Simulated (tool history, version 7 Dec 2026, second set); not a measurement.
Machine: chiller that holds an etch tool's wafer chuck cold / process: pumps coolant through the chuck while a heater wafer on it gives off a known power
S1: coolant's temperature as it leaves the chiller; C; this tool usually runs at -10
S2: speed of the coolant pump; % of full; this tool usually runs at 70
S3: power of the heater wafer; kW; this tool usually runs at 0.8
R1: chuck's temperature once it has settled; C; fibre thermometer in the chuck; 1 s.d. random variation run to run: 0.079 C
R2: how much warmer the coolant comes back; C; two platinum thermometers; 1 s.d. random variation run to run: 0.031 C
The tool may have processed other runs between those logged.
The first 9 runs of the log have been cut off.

run    hour   S1  S2     S3      R1    R2
 10   423.5  -10  70  0.707   -3.56  2.76
 11   451.8  -10  70    0.8   -2.61  3.02
 12     502  -10  70  0.921   -1.56  3.46
 13     543  -10  70    0.8   -2.69  3.05
 14   599.9  -10  70    0.8   -2.64  3.08
 15   652.4  -10  70    0.8   -2.76  3.04
 16   697.7  -10  70    0.8   -2.98  3.03
 17   725.5  -10  70    0.8   -2.84  3.03
 18   792.9  -10  70    0.8   -2.78  3.04
 19     859   -8  87  0.684   -2.82  2.06
 20   925.6   -8  61    0.9    1.12  3.94
 21   984.5   -9  68   0.58   -3.64  2.26
 22  1027.3   -2  70    0.8    5.28  3.05
 23  1081.7  -15  73  0.434   -11.4  1.59
 24    1121  -15  73  0.434  -11.35  1.58
 25  1149.1  -15  73  0.434  -11.43  1.55
 26  1186.8  -16  70  0.494  -11.78  1.91
 27  1214.9  -16  70  0.494  -11.74   1.9
 28  1261.7  -16  70  0.494   -11.9  1.91
 29  1292.1  -16  70  0.494  -11.77  1.88
 30  1333.8   -4  94  0.408   -1.38  1.08
 31  1390.9  -10  70  0.791   -3.11  3.02
 32  1426.9  -10  66  0.816   -2.46  3.34

Forecast each of these 4 alternatives for the next run:
  A  1493  -11  66  0.816   ?   ?
  B  1493   -4  88  0.595   ?   ?
  C  1493  -17  93    0.8   ?   ?
  D  1493  -10  80  0.558   ?   ?

run      R1    R2
  A   -3.36  3.27
  B    0.21  1.71
  C  -11.35  2.18
  D   -5.67   1.8
Stripped of hidden state, with their random variation kept, the same runs would have yielded:
run      R1    R2
  A      -3  3.27
  B    0.58  1.71
  C  -10.98  2.17
  D    -5.3   1.8
